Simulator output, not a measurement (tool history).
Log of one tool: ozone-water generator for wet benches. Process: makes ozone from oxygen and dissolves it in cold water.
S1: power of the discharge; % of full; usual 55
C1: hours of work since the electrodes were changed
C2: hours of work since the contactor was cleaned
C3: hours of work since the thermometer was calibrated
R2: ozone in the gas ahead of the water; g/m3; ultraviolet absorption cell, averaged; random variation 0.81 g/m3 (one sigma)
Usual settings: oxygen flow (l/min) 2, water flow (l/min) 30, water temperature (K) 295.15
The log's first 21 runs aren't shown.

{"hour": 1031.7, "done": "water thermometer calibrated"}
{"run": 22, "hour": 1055.2, "S1": 55, "oxygen flow (l/min)": 1.26, "water flow (l/min)": 30, "water temperature (K)": 295.15, "C1": 2607, "C2": 654, "C3": 23, "dissolved ozone (ppm)": 4.07, "R2": 161.8}
{"run": 23, "hour": 1103.4, "S1": 55, "oxygen flow (l/min)": 1.26, "water flow (l/min)": 30, "water temperature (K)": 295.15, "C1": 2654, "C2": 701, "C3": 70, "dissolved ozone (ppm)": 3.87, "R2": 161.9}
{"run": 24, "hour": 1162.9, "S1": 55, "oxygen flow (l/min)": 2.13, "water flow (l/min)": 39, "water temperature (K)": 295.15, "C1": 2712, "C2": 760, "C3": 129, "dissolved ozone (ppm)": 3, "R2": 122.6}
{"run": 25, "hour": 1203.7, "S1": 40, "oxygen flow (l/min)": 1.82, "water flow (l/min)": 27, "water temperature (K)": 302.15, "C1": 2752, "C2": 800, "C3": 169, "dissolved ozone (ppm)": 3.97, "R2": 110}
{"run": 26, "hour": 1239.5, "S1": 65, "oxygen flow (l/min)": 1.82, "water flow (l/min)": 19, "water temperature (K)": 288.15, "C1": 2788, "C2": 835, "C3": 204, "dissolved ozone (ppm)": 8.61, "R2": 147}
{"run": 27, "hour": 1314.1, "S1": 65, "oxygen flow (l/min)": 1.82, "water flow (l/min)": 19, "water temperature (K)": 288.15, "C1": 2861, "C2": 908, "C3": 277, "dissolved ozone (ppm)": 8.78, "R2": 144.5}
{"run": 28, "hour": 1355.4, "S1": 65, "oxygen flow (l/min)": 1.82, "water flow (l/min)": 19, "water temperature (K)": 288.15, "C1": 2901, "C2": 948, "C3": 318, "dissolved ozone (ppm)": 8.86, "R2": 146.5}
{"run": 29, "hour": 1401.2, "S1": 65, "oxygen flow (l/min)": 1.82, "water flow (l/min)": 32, "water temperature (K)": 288.15, "C1": 2946, "C2": 993, "C3": 363, "dissolved ozone (ppm)": 4.54, "R2": 146.5}
{"run": 30, "hour": 1470.0, "S1": 55, "oxygen flow (l/min)": 2, "water flow (l/min)": 30, "water temperature (K)": 302.15, "C1": 3014, "C2": 1061, "C3": 430, "dissolved ozone (ppm)": 4.44, "R2": 127}
{"run": 31, "hour": 1542.3, "S1": 46, "oxygen flow (l/min)": 2, "water flow (l/min)": 30, "water temperature (K)": 302.15, "C1": 3085, "C2": 1132, "C3": 501, "dissolved ozone (ppm)": 4.06, "R2": 113.1}
{"run": 32, "hour": 1579.1, "S1": 88, "oxygen flow (l/min)": 3.31, "water flow (l/min)": 26, "water temperature (K)": 290.15, "C1": 3121, "C2": 1168, "C3": 537, "dissolved ozone (ppm)": 8.35, "R2": 126.6}
{"run": 33, "hour": 1638.9, "S1": 65, "oxygen flow (l/min)": 2.81, "water flow (l/min)": 34, "water temperature (K)": 293.15, "C1": 3180, "C2": 1227, "C3": 596, "dissolved ozone (ppm)": 4.95, "R2": 116.9}

Forecast each of these 3 alternatives for the next run:
{"run": "A", "hour": 1681.5, "S1": 55, "oxygen flow (l/min)": 2, "water flow (l/min)": 28, "water temperature (K)": 295.15, "C1": 3221, "C2": 1269, "C3": 638, "dissolved ozone (ppm)": "?", "R2": "?"}
{"run": "B", "hour": 1681.5, "S1": 55, "oxygen flow (l/min)": 2, "water flow (l/min)": 30, "water temperature (K)": 290.15, "C1": 3221, "C2": 1269, "C3": 638, "dissolved ozone (ppm)": "?", "R2": "?"}
{"run": "C", "hour": 1681.5, "S1": 42, "oxygen flow (l/min)": 2, "water flow (l/min)": 22, "water temperature (K)": 301.15, "C1": 3221, "C2": 1269, "C3": 638, "dissolved ozone (ppm)": "?", "R2": "?"}

run=A dissolved_ozone_(ppm)=4.91 R2=126.1
run=B dissolved_ozone_(ppm)=4.67 R2=126
run=C dissolved_ozone_(ppm)=5.32 R2=108.1
Without the tool's hidden state the same runs would have given:
run=A dissolved_ozone_(ppm)=4.92 R2=126.2
run=B dissolved_ozone_(ppm)=4.67 R2=126.1
run=C dissolved_ozone_(ppm)=5.33 R2=108.2
